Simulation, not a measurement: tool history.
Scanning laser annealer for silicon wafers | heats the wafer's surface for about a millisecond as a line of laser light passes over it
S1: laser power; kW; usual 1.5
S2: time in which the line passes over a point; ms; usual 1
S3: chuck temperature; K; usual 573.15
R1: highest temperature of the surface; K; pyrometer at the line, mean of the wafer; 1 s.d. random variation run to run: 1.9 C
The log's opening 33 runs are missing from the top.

run,day,S1,S2,S3,R1
34,35.825,1.646,1.22,586.15,1557.15
35,36.554,1.302,1.04,552.15,1266.15
36,37.933,1.302,1.04,552.15,1266.15
37,39.104,1.489,0.98,552.15,1346.15
38,40.412,1.489,0.98,552.15,1339.15
39,41.879,1.277,0.86,549.15,1186.15
# day 42.588: window over the wafer cleaned
40,42.588,1.5,0.95,597.15,1423.15
41,44.062,1.5,1,596.15,1443.15
42,45.392,1.5,1,596.15,1440.15

Branching from run 42: 3 alternative next runs. What would each branch give?
A,46.729,1.496,1.23,612.15,?
B,46.729,1.5,1.11,596.15,?
C,46.729,1.296,0.95,562.15,?

run,R1
A,1538.15
B,1482.15
C,1276.15
Without the tool's unlogged condition, the same runs would have read:
run,R1
A,1541.15
B,1484.15
C,1278.15
